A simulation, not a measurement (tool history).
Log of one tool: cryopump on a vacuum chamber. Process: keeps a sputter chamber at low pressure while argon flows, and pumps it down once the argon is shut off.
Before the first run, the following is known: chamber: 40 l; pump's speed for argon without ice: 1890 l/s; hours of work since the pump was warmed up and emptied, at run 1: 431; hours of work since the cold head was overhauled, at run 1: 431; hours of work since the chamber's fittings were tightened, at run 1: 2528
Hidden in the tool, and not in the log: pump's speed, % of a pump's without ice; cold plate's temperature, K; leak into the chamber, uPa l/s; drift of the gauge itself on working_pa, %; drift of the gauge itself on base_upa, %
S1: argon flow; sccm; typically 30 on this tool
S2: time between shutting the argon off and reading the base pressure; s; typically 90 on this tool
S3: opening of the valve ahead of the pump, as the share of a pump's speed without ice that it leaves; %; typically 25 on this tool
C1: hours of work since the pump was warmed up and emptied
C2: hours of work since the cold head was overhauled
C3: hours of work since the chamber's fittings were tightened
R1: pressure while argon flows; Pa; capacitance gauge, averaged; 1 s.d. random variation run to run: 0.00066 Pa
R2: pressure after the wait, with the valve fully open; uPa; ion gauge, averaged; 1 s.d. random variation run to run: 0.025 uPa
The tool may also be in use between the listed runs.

run   hour  S1   S2  S3   C1   C2    C3      R1    R2
  1      0  30   90  25  431  431  2528  0.1114  2.62
  2   10.9  30   90  20  440  440  2537  0.1369  2.59
  3   23.4  30   90  20  450  450  2548  0.1378  2.71
  4   34.2  30   90  25  459  459  2557  0.1103  2.58
  5   45.7  30   90  25  469  469  2566  0.1091  2.62
  6   60.7  30  119  25  482  482  2579  0.1092  2.45
  7   67.5  30  119  25  487  487  2585  0.1097  2.43
  8   80.3  30  119  25  498  498  2596  0.1104   2.4
  9   96.3  30   74  25  512  512  2609  0.1104  2.86
 10  106.1  21   90  25  520  520  2617  0.0779  2.82
 11  121.8  30   90  25  533  533  2630  0.1117   2.7
 12    138  30   90  25  547  547  2644  0.1112  2.72
 13  146.6  30   90  25  554  554  2651  0.1108  2.75
 14  155.4  30   90  25  562  562  2659  0.1098  2.74
 15  170.6  25   90  25  574  574  2672   0.093   2.8
     175.8  -- leaking fittings of the chamber tightened, without venting
 16  187.2  25   90  25  587  587    10  0.0927  1.09
 17    194  25   90  25  592  592    15  0.0934  1.01
 18  206.4  43   90  25  603  603    26  0.1596  1.02
 19  215.3  41   60  42  610  610    33  0.0928  1.53
 20  226.5  41   60  42  620  620    43  0.0927  1.51
 21  234.6  30  146  25  627  627    50   0.111  0.81
 22  250.3  30   79  42  640  640    63  0.0693  1.25
 23  261.7  30  242  33  649  649    72  0.0851  0.55
 24  270.3  30  242  25  657  657    80  0.1119  0.59
 25  282.6  30  242  25  667  667    90  0.1123  0.59
 26  289.9  30   90  23  673  673    96  0.1217  1.07
 27  300.9  32   90  32  682  682   105  0.0933  1.13
 28  317.4  30  223  27  696  696   119  0.1035  0.63
 29  324.5  12   36  39  702  702   125  0.0293  2.41
 30  339.7  12   36  39  715  715   138  0.0293  2.45
 31  347.9  12   36  39  722  722   145  0.0288  2.48
 32  359.2  38  137  33  732  732   155  0.1089  0.83
 33  366.4  37   61  18  738  738   161  0.1899  1.53
 34  376.4  38   61  21  746  746   169  0.1683  1.56
 35  392.4  38   61  21  760  760   183  0.1663  1.58

Here are 3 independent what-if runs from the current tool condition. What would each one return?
  A  402.9  30  230  25  768  768  191   ?   ?
  B  402.9  18   59  28  768  768  191   ?   ?
  C  402.9  37   36  19  768  768  191   ?   ?

run      R1    R2
  A  0.1132  0.68
  B  0.0618  1.63
  C  0.1806  2.46
Without the tool's unlogged condition, the same runs would have read:
run      R1    R2
  A  0.1081   0.5
  B  0.0587  1.45
  C  0.1742  2.28
